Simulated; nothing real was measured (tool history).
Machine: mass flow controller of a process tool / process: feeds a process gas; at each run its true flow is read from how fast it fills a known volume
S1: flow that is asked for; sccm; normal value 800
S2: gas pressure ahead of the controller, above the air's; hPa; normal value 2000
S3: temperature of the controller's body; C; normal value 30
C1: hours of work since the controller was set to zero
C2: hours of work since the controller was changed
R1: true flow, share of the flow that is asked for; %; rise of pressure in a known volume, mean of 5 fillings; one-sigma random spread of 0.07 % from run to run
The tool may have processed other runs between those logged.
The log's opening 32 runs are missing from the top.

run 33 hour=8585.0 | S1=166 S2=2710 S3=21 | C1=768 C2=768 | R1=98.80
run 34 hour=8934.2 | S1=166 S2=2710 S3=21 | C1=989 C2=989 | R1=98.90
run 35 hour=9203.6 | S1=166 S2=1520 S3=38 | C1=1159 C2=1159 | R1=97.39
run 36 hour=9435.2 | S1=166 S2=2760 S3=38 | C1=1306 C2=1306 | R1=97.86
run 37 hour=9610.6 | S1=517 S2=1820 S3=40 | C1=1417 C2=1417 | R1=98.58
run 38 hour=9955.3 | S1=517 S2=1820 S3=40 | C1=1635 C2=1635 | R1=98.63
run 39 hour=10241.6 | S1=517 S2=1820 S3=25 | C1=1816 C2=1816 | R1=99.69
run 40 hour=10468.6 | S1=930 S2=2690 S3=33 | C1=1959 C2=1959 | R1=101.02
run 41 hour=10663.1 | S1=930 S2=2690 S3=33 | C1=2082 C2=2082 | R1=100.88
run 42 hour=10906.8 | S1=242 S2=2790 S3=24 | C1=2237 C2=2237 | R1=99.12
run 43 hour=11246.4 | S1=170 S2=1810 S3=30 | C1=2451 C2=2451 | R1=98.27
-- hour=11341.8 gauge calibrated
run 44 hour=11461.8 | S1=800 S2=1820 S3=29 | C1=2588 C2=2588 | R1=99.04
run 45 hour=11619.2 | S1=350 S2=2490 S3=38 | C1=2687 C2=2687 | R1=96.94
run 46 hour=11964.2 | S1=350 S2=2490 S3=38 | C1=2905 C2=2905 | R1=97.05
run 47 hour=12205.7 | S1=350 S2=2490 S3=38 | C1=3058 C2=3058 | R1=97.12

Consider 4 possible next runs. They are alternatives, not a sequence: every one starts from the tool as it was left by run 47. What does each give?
run A hour=12547.4 | S1=800 S2=2000 S3=33 | C1=3274 C2=3274 | R1=?
run B hour=12547.4 | S1=498 S2=2490 S3=38 | C1=3274 C2=3274 | R1=?
run C hour=12547.4 | S1=234 S2=1950 S3=37 | C1=3274 C2=3274 | R1=?
run D hour=12547.4 | S1=616 S2=2360 S3=26 | C1=3274 C2=3274 | R1=?

run=A R1=98.94
run=B R1=97.66
run=C R1=96.66
run=D R1=98.89
Stripped of hidden state, with their random variation kept, the same runs would have yielded:
run=A R1=98.75
run=B R1=97.47
run=C R1=96.48
run=D R1=98.70

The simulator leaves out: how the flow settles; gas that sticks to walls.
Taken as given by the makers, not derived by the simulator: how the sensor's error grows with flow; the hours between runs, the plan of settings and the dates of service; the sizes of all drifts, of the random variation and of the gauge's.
